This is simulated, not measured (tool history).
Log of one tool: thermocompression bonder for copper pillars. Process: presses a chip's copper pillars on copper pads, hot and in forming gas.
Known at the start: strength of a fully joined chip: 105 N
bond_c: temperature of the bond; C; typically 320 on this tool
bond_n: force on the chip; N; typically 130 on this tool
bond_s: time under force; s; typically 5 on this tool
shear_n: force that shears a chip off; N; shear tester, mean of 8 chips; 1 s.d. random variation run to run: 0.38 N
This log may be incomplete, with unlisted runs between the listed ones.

run	hour	bond_c	bond_n	bond_s	shear_n
1	0.0	320	130	5	72.8
2	32.6	320	130	5	72.8
3	67.1	320	130	5	72.3
# hour 99.6: heater calibrated with a thermocouple chip
# hour 107.7: forming gas filter changed
4	115.0	320	130	5	76.7
5	160.5	320	130	5	77.2
6	211.9	320	130	5	76.5
7	268.3	320	130	5	76.9
8	315.9	320	130	5	75.8
9	373.3	320	130	5	75.4
10	410.7	320	130	5	74.6
# hour 437.3: force cell calibrated
11	447.7	320	130	5	71.9
12	487.8	320	130	5	71.5
13	515.9	320	103	5	59.0
14	564.4	320	130	4	66.8
15	632.1	328	130	5	74.4
16	694.5	349	130	5	81.8
# hour 729.8: forming gas filter changed
17	751.0	349	130	5	89.3
18	792.2	349	130	5	89.0
19	845.6	304	102	5	55.3
20	890.3	320	190	4	89.0
# hour 952.1: heater calibrated with a thermocouple chip
21	958.0	316	162	4	77.8
22	1007.6	316	162	4	77.7
23	1037.7	314	130	9	79.4
24	1088.5	300	91	9	54.2
25	1140.3	300	91	9	55.2
26	1181.3	320	100	10	71.6
27	1209.0	318	83	9	59.2
28	1247.7	318	83	9	59.0
29	1310.8	324	94	5	57.0
# hour 1355.6: forming gas filter changed
30	1379.3	320	103	5	65.3
31	1432.3	299	90	5	47.0
32	1484.0	337	170	5	94.5
33	1524.7	317	182	5	89.6

Consider 4 possible next runs. They are alternatives, not a sequence: every one starts from the tool as it was left by run 33. What does each give?
A	1591.1	317	160	11	?
B	1591.1	319	150	5	?
C	1591.1	312	107	4	?
D	1591.1	342	167	4	?

run	shear_n
A	93.2
B	81.8
C	57.8
D	90.6
With the hidden condition removed and each run's random variation left untouched, the same runs would have given:
run	shear_n
A	94.1
B	80.8
C	55.5
D	91.1
